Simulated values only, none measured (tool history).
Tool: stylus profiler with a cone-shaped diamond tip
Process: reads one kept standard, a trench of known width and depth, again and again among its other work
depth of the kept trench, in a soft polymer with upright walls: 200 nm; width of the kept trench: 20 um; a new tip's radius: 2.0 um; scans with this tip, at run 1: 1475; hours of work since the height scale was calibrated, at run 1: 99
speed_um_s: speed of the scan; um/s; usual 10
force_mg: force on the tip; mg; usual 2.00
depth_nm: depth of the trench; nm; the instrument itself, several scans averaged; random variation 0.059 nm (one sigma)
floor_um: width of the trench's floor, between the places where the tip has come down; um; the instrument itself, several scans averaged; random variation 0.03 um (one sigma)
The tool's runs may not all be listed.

run	hour	speed_um_s	force_mg	scans with this tip	hours of work since the height scale was calibrated	depth_nm	floor_um
1	0.0	10	2.00	1475	99	202.05	18.19
2	29.4	3	2.00	1756	118	201.99	18.25
3	62.1	2	2.00	2068	139	202.00	18.21
4	88.4	35	2.00	2320	156	202.07	18.06
5	103.2	35	2.00	2461	165	201.94	18.02
6	117.2	38	2.00	2595	174	201.98	18.02
7	142.8	10	2.00	2840	191	202.06	18.24
8	166.8	10	2.00	3070	206	202.09	18.15
9	184.0	10	2.00	3234	217	202.02	18.15
10	207.8	10	5.30	3461	233	203.82	18.15
11	222.7	10	2.00	3603	242	202.05	18.21
12	247.6	10	2.00	3842	258	202.01	18.17
13	262.4	10	0.73	3983	268	201.03	18.10
14	280.6	10	0.73	4157	279	201.00	18.16
15	312.2	10	0.73	4459	300	201.08	18.12
16	328.9	10	0.73	4618	311	200.98	18.15
17	362.8	2	1.24	4943	332	201.47	18.24
18	378.4	3	3.71	5092	342	203.14	18.20
19	403.3	12	4.61	5330	358	203.49	18.18
20	435.4	12	4.61	5637	379	203.56	18.24
21	462.5	11	3.37	5896	396	202.86	18.21
22	478.0	2	3.37	6043	406	202.81	18.27
23	494.1	8	5.84	6198	417	204.04	18.25
24	525.6	3	5.00	6499	437	203.69	18.22
25	545.2	38	1.38	6686	450	201.58	18.00
26	563.8	7	0.73	6864	461	200.99	18.16

Forecast each of these 3 alternatives for the next run:
A	583.0	8	0.73	7048	474	?	?
B	583.0	6	5.07	7048	474	?	?
C	583.0	10	2.51	7048	474	?	?

run	depth_nm	floor_um
A	201.01	18.15
B	203.72	18.30
C	202.29	18.22
Without the tool's hidden state the same runs would have given:
run	depth_nm	floor_um
A	201.01	18.15
B	203.73	18.31
C	202.29	18.23

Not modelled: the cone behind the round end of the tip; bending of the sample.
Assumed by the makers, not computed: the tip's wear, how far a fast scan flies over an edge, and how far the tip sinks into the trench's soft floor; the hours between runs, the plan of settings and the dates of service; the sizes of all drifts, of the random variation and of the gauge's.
